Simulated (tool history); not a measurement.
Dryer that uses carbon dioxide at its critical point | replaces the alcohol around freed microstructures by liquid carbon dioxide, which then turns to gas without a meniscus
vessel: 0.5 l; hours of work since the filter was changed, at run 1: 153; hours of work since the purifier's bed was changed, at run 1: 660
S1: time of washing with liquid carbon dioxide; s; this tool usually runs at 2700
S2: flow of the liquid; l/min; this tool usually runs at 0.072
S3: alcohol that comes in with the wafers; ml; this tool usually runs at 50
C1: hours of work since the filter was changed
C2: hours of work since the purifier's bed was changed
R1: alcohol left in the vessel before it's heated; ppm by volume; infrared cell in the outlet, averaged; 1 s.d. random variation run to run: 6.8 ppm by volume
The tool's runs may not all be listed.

Run 1, hour 0: usual settings; C1 153; C2 660. Result: R1 751 ppm by volume.
Run 2, hour 23.2: usual settings; C1 167; C2 675. Result: R1 809 ppm by volume.
Run 3, hour 45.2: usual settings but S1 1800 s; C1 181; C2 689. Result: R1 3643 ppm by volume.
Run 4, hour 70.3: usual settings; C1 197; C2 704. Result: R1 886 ppm by volume.
At hour 74.3: inlet filter changed.
Run 5, hour 91.3: usual settings; C1 11; C2 717. Result: R1 503 ppm by volume.
Run 6, hour 122.4: usual settings; C1 30; C2 736. Result: R1 533 ppm by volume.
Run 7, hour 160.9: usual settings but S1 3540 s, S2 0.068 l/min, S3 45 ml; C1 54; C2 760. Result: R1 273 ppm by volume.
Run 8, hour 192.7: usual settings but S1 1740 s, S2 0.0746 l/min, S3 78 ml; C1 74; C2 780. Result: R1 4171 ppm by volume.
At hour 223.2: purifier's bed changed.
Run 9, hour 225.3: usual settings but S1 1740 s, S2 0.0746 l/min, S3 103 ml; C1 92; C2 1. Result: R1 5468 ppm by volume.
Run 10, hour 267.3: usual settings but S1 1740 s, S2 0.0746 l/min, S3 103 ml; C1 118; C2 27. Result: R1 5983 ppm by volume.
Run 11, hour 301.8: usual settings but S1 1740 s, S2 0.1137 l/min, S3 39 ml; C1 140; C2 49. Result: R1 392 ppm by volume.

Table of differences, measured result less the result of that run with no hidden state. Run-to-run variation is the same in both. Gauge scatter possibly is not:
The tool's hidden condition here consists of: flow that reaches the vessel past the clogged filter, %; alcohol in the recycled carbon dioxide, ppm; drift of the gauge itself on alcohol_ppm, %.
run     R1
  1   +441
  2   +492
  3  +1577
  4   +582
  5   +190
  6   +227
  7   +205
  8   +962
  9  +1293
 10  +1752
 11   +189

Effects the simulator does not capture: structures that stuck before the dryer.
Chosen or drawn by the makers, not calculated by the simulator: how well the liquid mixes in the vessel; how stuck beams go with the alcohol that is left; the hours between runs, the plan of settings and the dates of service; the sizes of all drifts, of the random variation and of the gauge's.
